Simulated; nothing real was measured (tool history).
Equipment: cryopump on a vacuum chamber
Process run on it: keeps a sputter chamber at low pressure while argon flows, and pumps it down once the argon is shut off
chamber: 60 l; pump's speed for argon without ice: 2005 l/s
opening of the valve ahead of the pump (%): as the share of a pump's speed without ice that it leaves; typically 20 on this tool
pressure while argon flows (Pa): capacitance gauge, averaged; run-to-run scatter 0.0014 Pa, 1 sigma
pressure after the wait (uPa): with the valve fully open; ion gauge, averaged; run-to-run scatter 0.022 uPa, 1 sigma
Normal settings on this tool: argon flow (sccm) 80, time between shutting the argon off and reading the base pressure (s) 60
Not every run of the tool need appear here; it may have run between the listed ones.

run    hour  argon flow (sccm)  time between shutting the argon off and reading the base pressure (s)  opening of the valve ahead of the pump (%)  pressure while argon flows (Pa)  pressure after the wait (uPa)
  1     0.0                 80                                                                     60                                          20                           0.3388                           1.38
  2    53.7                 80                                                                     60                                          20                           0.3425                           1.32
  3   114.9                 80                                                                     60                                          20                           0.3390                           1.37
  4   144.6                 80                                                                     60                                          20                           0.3413                           1.33
      178.9  -- leaking fittings of the chamber tightened, without venting
  5   192.9                 80                                                                     60                                          20                           0.3412                           0.58
  6   256.2                 80                                                                     60                                          20                           0.3453                           0.63
  7   291.3                 80                                                                     60                                          20                           0.3454                           0.63
  8   353.4                 80                                                                     60                                          20                           0.3461                           0.65
  9   392.8                 80                                                                     60                                          20                           0.3449                           0.66
 10   456.7                 80                                                                     60                                          20                           0.3475                           0.66
 11   517.2                 80                                                                     60                                          20                           0.3470                           0.77
 12   566.0                 80                                                                     60                                          20                           0.3504                           0.69
 13   619.2                 77                                                                     82                                          26                           0.2615                           0.62
 14   671.5                 77                                                                     82                                          26                           0.2656                           0.65
      689.7  -- pump warmed up, emptied and cooled again
 15   721.8                 61                                                                    138                                          52                           0.0992                           0.47
 16   778.9                 80                                                                     60                                          38                           0.1792                           0.68
 17   829.0                 80                                                                     60                                          38                           0.1798                           0.75
 18   868.9                124                                                                     60                                          21                           0.5028                           0.75
 19   916.8                 80                                                                     83                                          49                           0.1429                           0.67
 20   975.1                 80                                                                     60                                          38                           0.1839                           0.76
 21  1032.3                 80                                                                     34                                          38                           0.1842                           1.18
 22  1091.5                 48                                                                     34                                          38                           0.1102                           1.14
 23  1123.5                114                                                                     34                                          39                           0.2586                           1.21
 24  1181.4                114                                                                     34                                          39                           0.2576                           1.21

What if the next run were any one of these 4? Each begins from the tool's condition after run 24:
  A  1225.9                159                                                                     34                                          20                                ?                              ?
  B  1225.9                114                                                                     32                                          39                                ?                              ?
  C  1225.9                114                                                                     22                                          39                                ?                              ?
  D  1225.9                114                                                                     85                                          16                                ?                              ?

run  pressure while argon flows (Pa)  pressure after the wait (uPa)
  A                           0.6840                           1.22
  B                           0.2600                           1.28
  C                           0.2599                           1.57
  D                           0.6184                           0.80
Take away the tool's hidden state, keep each run's random variation, and the runs would have read:
run  pressure while argon flows (Pa)  pressure after the wait (uPa)
  A                           0.6660                           0.91
  B                           0.2470                           0.96
  C                           0.2469                           1.27
  D                           0.6053                           0.48

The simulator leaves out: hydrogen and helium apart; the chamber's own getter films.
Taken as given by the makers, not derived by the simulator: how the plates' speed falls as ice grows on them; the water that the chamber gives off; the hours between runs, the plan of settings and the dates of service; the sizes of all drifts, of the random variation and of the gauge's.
